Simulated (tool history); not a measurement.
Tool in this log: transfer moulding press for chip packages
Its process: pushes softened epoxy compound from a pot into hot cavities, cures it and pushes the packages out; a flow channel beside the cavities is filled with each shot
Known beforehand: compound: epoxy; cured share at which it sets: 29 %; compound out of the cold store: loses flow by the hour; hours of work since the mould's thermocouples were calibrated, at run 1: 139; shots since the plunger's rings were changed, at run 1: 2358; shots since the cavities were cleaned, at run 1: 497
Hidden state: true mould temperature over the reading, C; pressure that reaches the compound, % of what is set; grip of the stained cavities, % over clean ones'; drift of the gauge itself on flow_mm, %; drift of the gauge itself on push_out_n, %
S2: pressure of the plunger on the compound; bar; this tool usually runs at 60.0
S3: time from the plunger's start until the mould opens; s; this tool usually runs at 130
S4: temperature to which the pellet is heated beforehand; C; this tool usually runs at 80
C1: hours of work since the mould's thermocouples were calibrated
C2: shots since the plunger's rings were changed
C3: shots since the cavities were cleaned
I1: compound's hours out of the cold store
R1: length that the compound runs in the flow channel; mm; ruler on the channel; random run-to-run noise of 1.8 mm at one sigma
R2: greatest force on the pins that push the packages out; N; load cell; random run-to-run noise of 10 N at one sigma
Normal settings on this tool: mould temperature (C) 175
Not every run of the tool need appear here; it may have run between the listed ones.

Run 1, hour 0.0: usual settings; C1 139; C2 2358; C3 497; I1 37.0. Result: R1 528 mm, R2 477 N.
At hour 10.8: cavities cleaned with cleaning compound and waxed.
Run 2, hour 10.8: usual settings; C1 146; C2 2458; C3 0; I1 47.4. Result: R1 513 mm, R2 496 N.
Run 3, hour 22.4: usual settings; C1 155; C2 2583; C3 125; I1 29.2. Result: R1 537 mm, R2 500 N.
Run 4, hour 34.9: usual settings; C1 164; C2 2717; C3 259; I1 39.2. Result: R1 524 mm, R2 488 N.
Run 5, hour 47.2: usual settings but mould temperature (C) 178; C1 174; C2 2849; C3 391; I1 15.9. Result: R1 550 mm, R2 446 N.
Run 6, hour 56.1: usual settings but mould temperature (C) 178; C1 180; C2 2945; C3 487; I1 47.0. Result: R1 509 mm, R2 423 N.
At hour 67.1: cavities cleaned with cleaning compound and waxed.
Run 7, hour 69.1: usual settings but mould temperature (C) 178; C1 189; C2 3068; C3 21; I1 42.8. Result: R1 515 mm, R2 441 N.
Run 8, hour 77.0: usual settings; C1 195; C2 3153; C3 106; I1 45.2. Result: R1 514 mm, R2 474 N.
Run 9, hour 83.9: usual settings; C1 201; C2 3227; C3 180; I1 42.1. Result: R1 520 mm, R2 468 N.
At hour 87.3: plunger's sealing rings changed.
Run 10, hour 98.3: usual settings; C1 210; C2 118; C3 308; I1 46.3. Result: R1 513 mm, R2 464 N.
Run 11, hour 107.4: usual settings but mould temperature (C) 178, S2 56.9 bar, S4 84 C; C1 217; C2 215; C3 405; I1 42.5. Result: R1 500 mm, R2 429 N.
Run 12, hour 113.1: usual settings but S4 79 C; C1 221; C2 276; C3 466; I1 18.0. Result: R1 555 mm, R2 503 N.
Run 13, hour 123.2: usual settings but mould temperature (C) 176, S3 129 s, S4 89 C; C1 229; C2 386; C3 576; I1 20.4. Result: R1 546 mm, R2 477 N.
At hour 126.7: cavities cleaned with cleaning compound and waxed.
Run 14, hour 136.7: usual settings but mould temperature (C) 176, S3 129 s, S4 89 C; C1 238; C2 514; C3 108; I1 19.7. Result: R1 546 mm, R2 469 N.
Run 15, hour 143.2: usual settings but mould temperature (C) 179, S3 161 s, S4 73 C; C1 243; C2 584; C3 178; I1 34.5. Result: R1 524 mm, R2 385 N.
Run 16, hour 153.6: usual settings but mould temperature (C) 178, S2 69.0 bar, S3 144 s, S4 90 C; C1 251; C2 696; C3 290; I1 35.8. Result: R1 560 mm, R2 377 N.
Run 17, hour 158.8: usual settings but mould temperature (C) 178, S2 69.0 bar, S3 144 s, S4 90 C; C1 255; C2 752; C3 346; I1 26.5. Result: R1 576 mm, R2 425 N.
Run 18, hour 167.9: usual settings but mould temperature (C) 178, S2 69.0 bar, S3 144 s, S4 90 C; C1 262; C2 849; C3 443; I1 15.1. Result: R1 593 mm, R2 401 N.
Run 19, hour 175.4: usual settings but mould temperature (C) 170, S2 52.9 bar, S3 150 s, S4 90 C; C1 268; C2 930; C3 524; I1 28.1. Result: R1 515 mm, R2 488 N.

Hidden state at the last listed run before each entry between runs and at the first one after, where it differs:
Between runs 1 and 2: cavities cleaned with cleaning compound and waxed (hour 10.8)
  grip of the stained cavities, % over clean ones': 0.9 -> 0
Between runs 6 and 7: cavities cleaned with cleaning compound and waxed (hour 67.1)
  grip of the stained cavities, % over clean ones': 1 -> 0.1
Between runs 9 and 10: plunger's sealing rings changed (hour 87.3)
  pressure that reaches the compound, % of what is set: 99.89 -> 99.99; grip of the stained cavities, % over clean ones': 0.5 -> 0.7
Between runs 13 and 14: cavities cleaned with cleaning compound and waxed (hour 126.7)
  grip of the stained cavities, % over clean ones': 1.1 -> 0.3

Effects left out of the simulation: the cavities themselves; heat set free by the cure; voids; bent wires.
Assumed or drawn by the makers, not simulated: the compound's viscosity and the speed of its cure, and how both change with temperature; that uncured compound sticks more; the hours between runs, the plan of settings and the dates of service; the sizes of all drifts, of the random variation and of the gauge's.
